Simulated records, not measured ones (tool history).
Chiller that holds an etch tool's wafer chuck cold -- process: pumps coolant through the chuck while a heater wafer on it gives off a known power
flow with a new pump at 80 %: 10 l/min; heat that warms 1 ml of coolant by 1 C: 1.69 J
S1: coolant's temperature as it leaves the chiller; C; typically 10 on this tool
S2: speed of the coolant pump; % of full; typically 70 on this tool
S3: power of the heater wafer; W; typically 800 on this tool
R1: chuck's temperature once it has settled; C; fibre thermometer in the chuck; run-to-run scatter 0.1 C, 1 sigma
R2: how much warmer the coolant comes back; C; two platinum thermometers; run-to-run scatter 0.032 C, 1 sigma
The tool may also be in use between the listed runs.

Run 1, hour 0.0: usual settings. Result: R1 19.4 C, R2 3.41 C.
Run 2, hour 96.8: usual settings. Result: R1 19.4 C, R2 3.43 C.
Run 3, hour 212.2: usual settings. Result: R1 19.5 C, R2 3.46 C.
Run 4, hour 320.4: usual settings. Result: R1 19.5 C, R2 3.51 C.
Run 5, hour 428.1: usual settings. Result: R1 19.3 C, R2 3.39 C.
Run 6, hour 534.2: usual settings. Result: R1 19.4 C, R2 3.49 C.
Run 7, hour 633.1: usual settings. Result: R1 19.6 C, R2 3.36 C.
Run 8, hour 696.9: usual settings. Result: R1 19.6 C, R2 3.45 C.
Run 9, hour 810.7: usual settings. Result: R1 19.7 C, R2 3.40 C.
Run 10, hour 941.6: usual settings but S3 485 W. Result: R1 15.9 C, R2 2.12 C.
Run 11, hour 1058.9: usual settings but S3 485 W. Result: R1 15.9 C, R2 2.12 C.
Run 12, hour 1196.9: usual settings but S3 485 W. Result: R1 16.0 C, R2 2.16 C.
Run 13, hour 1278.2: usual settings but S3 485 W. Result: R1 16.2 C, R2 2.14 C.
Run 14, hour 1365.7: usual settings but S3 485 W. Result: R1 16.0 C, R2 2.13 C.
Run 15, hour 1466.2: usual settings but S1 2 C. Result: R1 12.1 C, R2 3.50 C.
Run 16, hour 1563.5: usual settings but S1 2 C. Result: R1 12.1 C, R2 3.48 C.
Run 17, hour 1670.1: usual settings but S1 12 C, S2 97 % of full, S3 609 W. Result: R1 18.2 C, R2 1.84 C.
Run 18, hour 1745.6: usual settings but S1 3 C, S2 72 % of full, S3 631 W. Result: R1 10.9 C, R2 2.63 C.
Run 19, hour 1884.7: usual settings but S1 3 C, S2 72 % of full, S3 631 W. Result: R1 11.0 C, R2 2.72 C.
Run 20, hour 2013.2: usual settings but S3 655 W. Result: R1 18.4 C, R2 2.87 C.
Run 21, hour 2110.6: usual settings but S1 18 C, S3 473 W. Result: R1 24.1 C, R2 2.05 C.
Run 22, hour 2250.1: usual settings but S1 18 C, S2 87 % of full, S3 561 W. Result: R1 24.3 C, R2 1.95 C.
Run 23, hour 2394.3: usual settings but S3 580 W. Result: R1 17.7 C, R2 2.54 C.
At hour 2478.8: coolant changed, channels flushed.
Run 24, hour 2520.5: usual settings but S1 15 C, S2 93 % of full, S3 787 W. Result: R1 21.6 C, R2 2.56 C.
Run 25, hour 2652.9: usual settings but S1 13 C, S2 63 % of full, S3 622 W. Result: R1 20.2 C, R2 3.07 C.
Run 26, hour 2780.3: usual settings but S2 61 % of full, S3 1089 W. Result: R1 22.7 C, R2 5.65 C.
At hour 2829.0: chiller's thermometer calibrated.
Run 27, hour 2914.8: usual settings but S2 61 % of full, S3 1089 W. Result: R1 22.5 C, R2 5.68 C.
Run 28, hour 3026.7: usual settings but S2 61 % of full, S3 1089 W. Result: R1 22.6 C, R2 5.62 C.
Run 29, hour 3106.3: usual settings but S2 61 % of full, S3 1089 W. Result: R1 22.6 C, R2 5.63 C.
Run 30, hour 3179.2: usual settings but S1 16 C, S2 78 % of full, S3 423 W. Result: R1 20.1 C, R2 1.70 C.
Run 31, hour 3273.8: usual settings but S1 16 C, S2 78 % of full, S3 423 W. Result: R1 20.2 C, R2 1.65 C.
Run 32, hour 3403.7: usual settings but S1 13 C, S2 74 % of full, S3 636 W. Result: R1 19.4 C, R2 2.69 C.

Same runs, no hidden state in the tool, same run-to-run variation:
Hidden conditions of the tool in this case: heat passed by the chuck's channels, % of clean ones'; flow at a given pump speed, % of a new pump's; coolant's true temperature over the reading, C; drift of the gauge itself on chuck_c, C; drift of the gauge itself on warmer_back_c, C.
run    R1    R2
  1  17.8  3.30
  2  17.8  3.31
  3  17.8  3.33
  4  17.8  3.38
  5  17.5  3.26
  6  17.6  3.34
  7  17.8  3.21
  8  17.7  3.30
  9  17.7  3.25
 10  14.6  2.02
 11  14.6  2.02
 12  14.7  2.05
 13  14.8  2.03
 14  14.6  2.02
 15   9.8  3.31
 16   9.8  3.29
 17  16.7  1.73
 18   9.0  2.48
 19   9.0  2.56
 20  16.3  2.69
 21  22.5  1.92
 22  22.6  1.82
 23  15.7  2.37
 24  21.1  2.39
 25  19.6  2.85
 26  21.7  5.25
 27  21.7  5.27
 28  21.7  5.20
 29  21.7  5.20
 30  19.8  1.58
 31  19.9  1.52
 32  18.9  2.48
